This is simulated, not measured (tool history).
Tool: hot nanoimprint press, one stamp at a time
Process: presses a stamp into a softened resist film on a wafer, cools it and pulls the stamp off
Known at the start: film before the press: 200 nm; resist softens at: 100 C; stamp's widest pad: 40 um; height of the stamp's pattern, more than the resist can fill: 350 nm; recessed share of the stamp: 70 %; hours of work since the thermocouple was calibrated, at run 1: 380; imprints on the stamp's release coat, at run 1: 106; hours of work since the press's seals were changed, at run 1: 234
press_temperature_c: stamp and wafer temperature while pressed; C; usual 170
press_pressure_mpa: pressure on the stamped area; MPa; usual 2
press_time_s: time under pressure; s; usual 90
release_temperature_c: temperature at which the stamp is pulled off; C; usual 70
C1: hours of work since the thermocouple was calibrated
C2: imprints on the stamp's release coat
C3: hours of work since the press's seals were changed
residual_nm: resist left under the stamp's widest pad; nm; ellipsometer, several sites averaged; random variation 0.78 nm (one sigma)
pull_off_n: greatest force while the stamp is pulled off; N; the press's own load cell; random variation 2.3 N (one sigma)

Run 1, hour 0: usual settings; C1 380; C2 106; C3 234. Result: residual_nm 102.8 nm, pull_off_n 111 N.
Run 2, hour 80.1: usual settings; C1 427; C2 428; C3 281. Result: residual_nm 103.4 nm, pull_off_n 120 N.
Run 3, hour 166.4: usual settings; C1 478; C2 775; C3 332. Result: residual_nm 103.2 nm, pull_off_n 132 N.
At hour 231.6: stamp cleaned and given a new release coat.
Run 4, hour 253.4: usual settings; C1 525; C2 87; C3 380. Result: residual_nm 106.2 nm, pull_off_n 107 N.
Run 5, hour 348.5: usual settings; C1 581; C2 470; C3 436. Result: residual_nm 106 nm, pull_off_n 126 N.
At hour 381.7: plate thermocouple calibrated.
Run 6, hour 415: usual settings; C1 20; C2 725; C3 473. Result: residual_nm 99.2 nm, pull_off_n 128 N.
At hour 492.2: stamp cleaned and given a new release coat.
Run 7, hour 510.8: usual settings but release_temperature_c 59 C; C1 72; C2 74; C3 526. Result: residual_nm 102.4 nm, pull_off_n 137 N.
Run 8, hour 592.9: usual settings but release_temperature_c 59 C; C1 121; C2 404; C3 574. Result: residual_nm 101.3 nm, pull_off_n 149 N.
Run 9, hour 670.4: usual settings but release_temperature_c 59 C; C1 166; C2 716; C3 620. Result: residual_nm 102.7 nm, pull_off_n 166 N.
Run 10, hour 732.8: usual settings but press_temperature_c 159 C; C1 203; C2 966; C3 656. Result: residual_nm 149.1 nm, pull_off_n 143 N.
At hour 747.7: stamp cleaned and given a new release coat.
At hour 787.3: press's hydraulic seals changed and the load cell set to zero.
Run 11, hour 824.9: usual settings but press_temperature_c 165 C; C1 249; C2 278; C3 22. Result: residual_nm 121.3 nm, pull_off_n 109 N.
Run 12, hour 904.4: usual settings; C1 296; C2 597; C3 69. Result: residual_nm 100.6 nm, pull_off_n 125 N.
Run 13, hour 992.5: usual settings; C1 347; C2 952; C3 121. Result: residual_nm 102 nm, pull_off_n 137 N.
At hour 1011.6: stamp cleaned and given a new release coat.
Run 14, hour 1052.2: usual settings; C1 379; C2 163; C3 152. Result: residual_nm 101.1 nm, pull_off_n 112 N.
Run 15, hour 1118: usual settings but press_temperature_c 166 C, press_pressure_mpa 2.5 MPa, press_time_s 124 s, release_temperature_c 56 C; C1 418; C2 428; C3 191. Result: residual_nm 98.1 nm, pull_off_n 164 N.
Run 16, hour 1206.9: usual settings but press_temperature_c 159 C, press_pressure_mpa 1.23 MPa; C1 470; C2 785; C3 243. Result: residual_nm 167.7 nm, pull_off_n 130 N.
At hour 1271: stamp cleaned and given a new release coat.
Run 17, hour 1279.9: usual settings but press_temperature_c 159 C, press_pressure_mpa 1.23 MPa; C1 509; C2 36; C3 283. Result: residual_nm 170.4 nm, pull_off_n 108 N.
Run 18, hour 1328.3: usual settings but press_temperature_c 159 C, press_pressure_mpa 1.23 MPa; C1 538; C2 230; C3 311. Result: residual_nm 170.2 nm, pull_off_n 115 N.
Run 19, hour 1385.5: usual settings but press_temperature_c 169 C, press_pressure_mpa 3 MPa, release_temperature_c 65 C; C1 571; C2 460; C3 345. Result: residual_nm 88.3 nm, pull_off_n 136 N.
At hour 1429.8: plate thermocouple calibrated.
Run 20, hour 1466.1: usual settings but press_pressure_mpa 1.99 MPa, press_time_s 125 s; C1 21; C2 772; C3 390. Result: residual_nm 89.1 nm, pull_off_n 126 N.
At hour 1527.8: stamp cleaned and given a new release coat.
Run 21, hour 1564.7: usual settings but press_temperature_c 158 C, press_pressure_mpa 1.95 MPa, press_time_s 60 s, release_temperature_c 60 C; C1 76; C2 148; C3 445. Result: residual_nm 162.7 nm, pull_off_n 134 N.
Run 22, hour 1636: usual settings but press_temperature_c 158 C, press_pressure_mpa 1.95 MPa, press_time_s 60 s, release_temperature_c 60 C; C1 118; C2 434; C3 487. Result: residual_nm 163.8 nm, pull_off_n 145 N.
Run 23, hour 1712.2: usual settings but press_time_s 57 s, release_temperature_c 68 C; C1 162; C2 741; C3 531. Result: residual_nm 117.3 nm, pull_off_n 135 N.
At hour 1784.1: stamp cleaned and given a new release coat.
Run 24, hour 1797: usual settings but press_pressure_mpa 2.61 MPa; C1 209; C2 52; C3 578. Result: residual_nm 90.3 nm, pull_off_n 106 N.
Run 25, hour 1857.1: usual settings but press_temperature_c 174 C, press_pressure_mpa 2.31 MPa; C1 244; C2 294; C3 613. Result: residual_nm 81.8 nm, pull_off_n 113 N.
Run 26, hour 1902.8: usual settings but press_pressure_mpa 2.3 MPa, release_temperature_c 57 C; C1 271; C2 477; C3 640. Result: residual_nm 96.6 nm, pull_off_n 149 N.
At hour 1976.7: press's hydraulic seals changed and the load cell set to zero.
Run 27, hour 1977.7: usual settings but press_temperature_c 161 C, press_pressure_mpa 2.3 MPa, press_time_s 121 s, release_temperature_c 57 C; C1 310; C2 746; C3 1. Result: residual_nm 118.7 nm, pull_off_n 167 N.

Forecast run 28:
Run 28, hour 2038.6: usual settings but press_temperature_c 161 C, press_pressure_mpa 2.3 MPa, press_time_s 121 s, release_temperature_c 57 C; C1 346; C2 991; C3 36. Result: residual_nm ?, pull_off_n ?.

{"run 28": {"residual_nm": 120.1, "pull_off_n": 181}}
Without the tool's hidden state the same run would have given residual_nm 117.7 nm, pull_off_n 138 N.
